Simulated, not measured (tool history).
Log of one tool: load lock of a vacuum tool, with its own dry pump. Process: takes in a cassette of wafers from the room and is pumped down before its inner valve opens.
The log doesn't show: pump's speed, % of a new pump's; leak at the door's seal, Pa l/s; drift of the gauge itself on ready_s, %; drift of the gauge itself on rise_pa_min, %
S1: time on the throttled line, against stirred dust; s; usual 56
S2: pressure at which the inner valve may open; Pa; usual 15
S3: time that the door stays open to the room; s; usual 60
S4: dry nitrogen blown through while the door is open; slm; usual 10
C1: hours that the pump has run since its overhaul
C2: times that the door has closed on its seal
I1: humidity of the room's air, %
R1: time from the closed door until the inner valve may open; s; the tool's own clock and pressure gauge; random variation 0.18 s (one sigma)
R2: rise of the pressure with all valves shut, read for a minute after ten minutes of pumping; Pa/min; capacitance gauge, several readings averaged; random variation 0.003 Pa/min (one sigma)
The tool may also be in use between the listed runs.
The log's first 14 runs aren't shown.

run 15 hour=3288.2 | S1=56 S2=15 S3=60 S4=10 | C1=607 C2=17005 | I1=44 | R1=76 R2=0.331
run 16 hour=3507.5 | S1=56 S2=15 S3=69 S4=10 | C1=826 C2=17655 | I1=43.1 | R1=76.2 R2=0.358
run 17 hour=3830.1 | S1=56 S2=15 S3=157 S4=10 | C1=1149 C2=18612 | I1=44.5 | R1=76.2 R2=0.402
run 18 hour=3972.9 | S1=56 S2=15 S3=157 S4=10 | C1=1291 C2=19035 | I1=47.5 | R1=75.9 R2=0.425
run 19 hour=4188.1 | S1=56 S2=15 S3=157 S4=10 | C1=1507 C2=19673 | I1=45.3 | R1=76.3 R2=0.439
run 20 hour=4436.8 | S1=56 S2=16 S3=60 S4=8 | C1=1755 C2=20411 | I1=46.3 | R1=75.9 R2=0.448
run 21 hour=4783 | S1=82 S2=15 S3=60 S4=7 | C1=2101 C2=21437 | I1=42.7 | R1=99.2 R2=0.47
run 22 hour=5080.3 | S1=29 S2=19 S3=27 S4=9 | C1=2399 C2=22318 | I1=47.6 | R1=52.3 R2=0.481
run 23 hour=5258.9 | S1=29 S2=19 S3=27 S4=9 | C1=2577 C2=22848 | I1=41.7 | R1=52.3 R2=0.507
run 24 hour=5515.3 | S1=29 S2=19 S3=27 S4=9 | C1=2834 C2=23608 | I1=45.4 | R1=52.3 R2=0.519
run 25 hour=5850.4 | S1=87 S2=10 S3=60 S4=10 | C1=3169 C2=24602 | I1=40.9 | R1=104.7 R2=0.567
run 26 hour=6163 | S1=88 S2=21 S3=191 S4=12 | C1=3481 C2=25529 | I1=42 | R1=102.9 R2=0.631
run 27 hour=6392.5 | S1=34 S2=15 S3=56 S4=38 | C1=3711 C2=26209 | I1=47.9 | R1=57.5 R2=0.618
run 28 hour=6563.2 | S1=65 S2=14 S3=61 S4=4 | C1=3882 C2=26715 | I1=43.5 | R1=84.1 R2=0.655
run 29 hour=6794.3 | S1=65 S2=14 S3=61 S4=4 | C1=4113 C2=27400 | I1=47.2 | R1=85 R2=0.702
run 30 hour=7014.6 | S1=112 S2=21 S3=60 S4=10 | C1=4333 C2=28054 | I1=44.9 | R1=123.2 R2=0.694
run 31 hour=7348.2 | S1=56 S2=15 S3=67 S4=10 | C1=4667 C2=29043 | I1=43.8 | R1=76.7 R2=0.735
-- hour=7460.2 door's seal changed, seat wiped
run 32 hour=7546.5 | S1=56 S2=15 S3=67 S4=10 | C1=4863 C2=256 | I1=45.2 | R1=76.7 R2=0.029
run 33 hour=7753.2 | S1=56 S2=15 S3=67 S4=10 | C1=5070 C2=869 | I1=47.9 | R1=76.6 R2=0.045
run 34 hour=7924.3 | S1=60 S2=24 S3=42 S4=5 | C1=5241 C2=1376 | I1=44.9 | R1=78.5 R2=0.04
run 35 hour=8103.9 | S1=60 S2=24 S3=42 S4=5 | C1=5421 C2=1909 | I1=44.1 | R1=79 R2=0.053
run 36 hour=8326 | S1=60 S2=24 S3=42 S4=5 | C1=5643 C2=2567 | I1=46.8 | R1=78.9 R2=0.052
run 37 hour=8655.4 | S1=58 S2=19 S3=42 S4=5 | C1=5972 C2=3544 | I1=44.7 | R1=77.7 R2=0.063
run 38 hour=8851.9 | S1=58 S2=19 S3=218 S4=17 | C1=6169 C2=4127 | I1=45.7 | R1=78 R2=0.103

3 ways to go on from here, each from the tool as it stands after run 38. What would each give?
run A hour=9090.2 | S1=47 S2=30 S3=103 S4=17 | C1=6407 C2=4833 | I1=43.8 | R1=? R2=?
run B hour=9090.2 | S1=56 S2=15 S3=28 S4=10 | C1=6407 C2=4833 | I1=46.7 | R1=? R2=?
run C hour=9090.2 | S1=56 S2=26 S3=84 S4=10 | C1=6407 C2=4833 | I1=46 | R1=? R2=?

run=A R1=66.9 R2=0.079
run=B R1=76.8 R2=0.061
run=C R1=75.1 R2=0.088
Without the tool's hidden state the same runs would have given:
run=A R1=66.1 R2=0.036
run=B R1=75.9 R2=0.019
run=C R1=74.3 R2=0.045

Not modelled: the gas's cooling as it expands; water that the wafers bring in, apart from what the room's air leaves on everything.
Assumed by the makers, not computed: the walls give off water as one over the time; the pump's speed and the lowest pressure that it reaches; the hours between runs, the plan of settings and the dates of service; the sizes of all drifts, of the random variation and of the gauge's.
